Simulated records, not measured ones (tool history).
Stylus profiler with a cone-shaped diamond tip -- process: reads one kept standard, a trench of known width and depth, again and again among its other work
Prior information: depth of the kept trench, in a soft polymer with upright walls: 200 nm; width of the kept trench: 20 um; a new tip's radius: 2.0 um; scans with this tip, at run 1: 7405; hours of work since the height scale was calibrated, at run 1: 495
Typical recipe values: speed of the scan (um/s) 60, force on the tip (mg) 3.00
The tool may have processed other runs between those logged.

run    hour  speed of the scan (um/s)  force on the tip (mg)  scans with this tip  hours of work since the height scale was calibrated  depth of the trench (nm)  width of the trench's floor (µm)
  1     0.0                        60                   3.00                 7405                                                  495                    202.53                             17.82
  2    39.5                        60                   3.00                 7647                                                  511                    202.55                             17.84
  3    76.7                        60                   3.00                 7874                                                  526                    202.57                             17.79
  4   101.8                        38                   3.00                 8028                                                  537                    202.50                             17.86
  5   131.9                        38                   3.00                 8212                                                  549                    202.54                             17.80
  6   164.3                        60                   3.00                 8410                                                  562                    202.48                             17.84
  7   194.7                       103                   3.00                 8595                                                  575                    202.56                             17.65
  8   232.0                       103                   3.00                 8823                                                  590                    202.44                             17.68
  9   279.3                        59                   3.00                 9113                                                  609                    202.43                             17.75
 10   301.8                        59                   3.00                 9250                                                  618                    202.53                             17.78
 11   339.3                        59                   3.00                 9479                                                  634                    202.49                             17.79
 12   372.5                        60                   3.00                 9682                                                  647                    202.22                             17.73
 13   396.5                        60                   8.51                 9829                                                  657                    205.41                             17.81
 14   427.8                        60                   8.51                10020                                                  670                    205.42                             17.83
 15   466.1                        60                   8.51                10255                                                  685                    205.19                             17.83
 16   506.2                        60                   5.50                10500                                                  702                    203.79                             17.85
 17   535.9                        60                   2.08                10681                                                  714                    201.73                             17.73
      540.7  -- height scale calibrated on a step standard
 18   563.4                        60                   3.00                10846                                                    9                    202.31                             17.72
 19   610.3                        60                   3.00                11133                                                   28                    202.50                             17.73
 20   636.7                        60                   1.38                11294                                                   39                    201.19                             17.58
      643.9  -- height scale calibrated on a step standard, once more
 21   685.2                        22                   3.00                11588                                                   17                    202.92                             17.82
 22   719.4                        60                   5.01                11797                                                   31                    204.01                             17.72
 23   743.3                        60                   5.01                11943                                                   41                    203.92                             17.72
 24   772.9                        60                   5.01                12124                                                   53                    204.02                             17.72
 25   793.0                        60                   5.01                12246                                                   61                    203.93                             17.72
 26   824.7                        91                   1.20                12440                                                   74                    201.64                             17.44
 27   846.9                       230                   2.18                12576                                                   83                    202.44                             17.04
 28   878.6                       230                   2.18                12770                                                   96                    202.11                             17.02
 29   912.9                        44                   4.25                12980                                                  110                    203.57                             17.73
 30   938.5                        43                   2.14                13136                                                  120                    202.12                             17.71
 31   983.2                        43                   2.14                13410                                                  139                    202.02                             17.66
 32  1015.2                        42                   1.20                13605                                                  152                    201.49                             17.63
 33  1056.5                        28                   1.20                13857                                                  169                    201.43                             17.69
 34  1103.8                        28                   1.20                14146                                                  188                    201.42                             17.72
 35  1146.7                       159                   6.58                14409                                                  205                    204.87                             17.47
 36  1194.4                       159                   6.58                14701                                                  225                    204.71                             17.49
 37  1218.2                       159                   6.58                14846                                                  235                    204.60                             17.50
 38  1251.0                       195                   6.62                15046                                                  248                    204.76                             17.44
 39  1296.7                        26                   2.27                15325                                                  267                    202.24                             17.74
 40  1334.8                        26                   2.27                15558                                                  282                    202.20                             17.75
 41  1373.9                        26                   1.24                15798                                                  298                    201.51                             17.65
 42  1413.5                        26                   1.24                16040                                                  314                    201.27                             17.65
 43  1436.7                       102                   7.49                16181                                                  324                    205.13                             17.52
 44  1460.3                       102                   7.49                16326                                                  334                    204.98                             17.55
 45  1483.6                       156                   7.75                16468                                                  343                    205.20                             17.47

Some steps in depth of the trench (nm), run to run, broken into two amounts with sign: the step expected even without the hidden condition (settings, incoming material, random variation), and the rest, left for the hidden condition together with whatever gauge scatter is not in both the measured and the hidden-condition-free result:
The tool's hidden condition here consists of: radius of the tip, um; height scale over the true one, %; drift of the gauge itself on depth_nm, %; drift of the gauge itself on floor_um, %.
Run 4 -> 5: no setting changed, nothing entered. depth of the trench (nm) +0.04: hidden state -0.02, all else +0.06.
Run 12 -> 13: force on the tip (mg) 3.00 -> 8.51. depth of the trench (nm) +3.19: hidden state -0.01, all else +3.20.
Run 17 -> 18: force on the tip (mg) 2.08 -> 3.00, height scale calibrated on a step standard. depth of the trench (nm) +0.58: hidden state -0.05, all else +0.63.
Run 20 -> 21: speed of the scan (um/s) 60 -> 22, force on the tip (mg) 1.38 -> 3.00, height scale calibrated on a step standard, once more. depth of the trench (nm) +1.73: hidden state +0.55, all else +1.18.
Run 34 -> 35: speed of the scan (um/s) 28 -> 159, force on the tip (mg) 1.20 -> 6.58. depth of the trench (nm) +3.45: hidden state -0.02, all else +3.47.
Run 42 -> 43: speed of the scan (um/s) 26 -> 102, force on the tip (mg) 1.24 -> 7.49. depth of the trench (nm) +3.86: hidden state -0.01, all else +3.87.
